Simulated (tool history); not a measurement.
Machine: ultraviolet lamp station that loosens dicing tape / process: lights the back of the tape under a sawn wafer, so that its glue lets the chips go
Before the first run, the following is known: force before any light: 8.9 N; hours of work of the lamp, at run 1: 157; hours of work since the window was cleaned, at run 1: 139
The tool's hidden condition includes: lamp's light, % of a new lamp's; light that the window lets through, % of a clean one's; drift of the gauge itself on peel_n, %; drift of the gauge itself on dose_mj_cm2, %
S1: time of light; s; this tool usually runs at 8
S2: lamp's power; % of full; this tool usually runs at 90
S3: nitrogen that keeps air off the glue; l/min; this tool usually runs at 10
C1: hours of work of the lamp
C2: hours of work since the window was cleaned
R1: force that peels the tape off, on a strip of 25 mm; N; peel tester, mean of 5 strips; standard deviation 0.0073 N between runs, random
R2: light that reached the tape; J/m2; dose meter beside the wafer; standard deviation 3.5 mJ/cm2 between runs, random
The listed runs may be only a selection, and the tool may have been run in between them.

run 1 hour=0 | S1=8 S2=90 S3=10 | C1=157 C2=139 | R1=0.309 R2=5040
run 2 hour=6.7 | S1=8 S2=90 S3=10 | C1=160 C2=142 | R1=0.305 R2=5010
run 3 hour=12.9 | S1=8 S2=90 S3=10 | C1=163 C2=145 | R1=0.306 R2=4990
run 4 hour=20.9 | S1=8 S2=90 S3=10 | C1=167 C2=149 | R1=0.309 R2=4990
run 5 hour=27 | S1=8 S2=90 S3=10 | C1=171 C2=153 | R1=0.301 R2=4960
run 6 hour=36.4 | S1=8 S2=90 S3=10 | C1=175 C2=157 | R1=0.301 R2=4970
run 7 hour=43.1 | S1=8 S2=90 S3=10 | C1=179 C2=161 | R1=0.313 R2=4990
run 8 hour=51.6 | S1=8 S2=90 S3=10 | C1=183 C2=165 | R1=0.313 R2=4930
run 9 hour=59.8 | S1=8 S2=90 S3=10 | C1=188 C2=170 | R1=0.317 R2=4870
run 10 hour=64.2 | S1=8 S2=72 S3=10 | C1=190 C2=172 | R1=0.449 R2=3910
run 11 hour=72.3 | S1=8 S2=72 S3=10 | C1=194 C2=176 | R1=0.474 R2=3910
run 12 hour=78.6 | S1=8 S2=72 S3=10 | C1=197 C2=179 | R1=0.453 R2=3890
run 13 hour=83.8 | S1=8 S2=72 S3=3 | C1=200 C2=182 | R1=0.845 R2=3840
run 14 hour=91.3 | S1=8 S2=90 S3=5 | C1=204 C2=186 | R1=0.43 R2=4880
run 15 hour=96.9 | S1=8 S2=90 S3=5 | C1=207 C2=189 | R1=0.439 R2=4840
run 16 hour=104.1 | S1=8 S2=90 S3=5 | C1=210 C2=192 | R1=0.419 R2=4830
run 17 hour=112.9 | S1=8 S2=82 S3=10 | C1=215 C2=197 | R1=0.389 R2=4340
run 18 hour=122.5 | S1=8 S2=82 S3=10 | C1=220 C2=202 | R1=0.394 R2=4410
run 19 hour=131.1 | S1=13 S2=90 S3=10 | C1=224 C2=206 | R1=0.24 R2=7670
run 20 hour=141 | S1=13 S2=90 S3=9 | C1=229 C2=211 | R1=0.227 R2=7790
run 21 hour=149.6 | S1=8 S2=90 S3=19 | C1=234 C2=216 | R1=0.291 R2=4740
run 22 hour=158.3 | S1=15 S2=100 S3=12 | C1=238 C2=220 | R1=0.216 R2=9830
run 23 hour=163.8 | S1=15 S2=100 S3=6 | C1=241 C2=223 | R1=0.227 R2=9880
run 24 hour=172.9 | S1=5 S2=62 S3=13 | C1=246 C2=228 | R1=1.461 R2=2070
-- hour=173.9 window cleaned of glue's vapour
run 25 hour=178.1 | S1=5 S2=62 S3=13 | C1=248 C2=2 | R1=1.612 R2=1920
run 26 hour=183.5 | S1=5 S2=62 S3=13 | C1=251 C2=5 | R1=1.545 R2=1920
run 27 hour=192.3 | S1=8 S2=63 S3=5 | C1=256 C2=10 | R1=1.013 R2=3110
run 28 hour=196.5 | S1=12 S2=90 S3=10 | C1=258 C2=12 | R1=0.239 R2=6700
-- hour=203.5 window cleaned of glue's vapour, once more
run 29 hour=203.7 | S1=8 S2=74 S3=10 | C1=261 C2=0 | R1=0.415 R2=4210
run 30 hour=211.1 | S1=8 S2=74 S3=10 | C1=265 C2=4 | R1=0.4 R2=4180
run 31 hour=216.8 | S1=7 S2=93 S3=18 | C1=268 C2=7 | R1=0.287 R2=4570
run 32 hour=222.2 | S1=5 S2=81 S3=6 | C1=271 C2=10 | R1=1.073 R2=2860
run 33 hour=229.8 | S1=14 S2=79 S3=8 | C1=275 C2=14 | R1=0.237 R2=7800
run 34 hour=238.6 | S1=14 S2=79 S3=8 | C1=279 C2=18 | R1=0.229 R2=7750
run 35 hour=246.1 | S1=6 S2=90 S3=16 | C1=283 C2=22 | R1=0.414 R2=3720
run 36 hour=251.6 | S1=6 S2=90 S3=16 | C1=286 C2=25 | R1=0.427 R2=3700
run 37 hour=260.7 | S1=6 S2=90 S3=16 | C1=291 C2=30 | R1=0.421 R2=3760

Pick out some run-to-run changes in R1. Of each, how much would a tool without hidden state show as well, from the settings, what came in and chance, and how much is left for the hidden state and any gauge scatter not in both results compared?
Run 23 -> 24: S1 15 -> 5, S2 100 -> 62, S3 6 -> 13. R1 +1.234 N: hidden state +0.428, all else +0.806.
Run 27 -> 28: S1 8 -> 12, S2 63 -> 90, S3 5 -> 10. R1 -0.774 N: hidden state -0.376, all else -0.398.
Run 31 -> 32: S1 7 -> 5, S2 93 -> 81, S3 18 -> 6. R1 +0.786 N: hidden state +0.185, all else +0.601.
Run 32 -> 33: S1 5 -> 14, S2 81 -> 79, S3 6 -> 8. R1 -0.836 N: hidden state -0.213, all else -0.623.
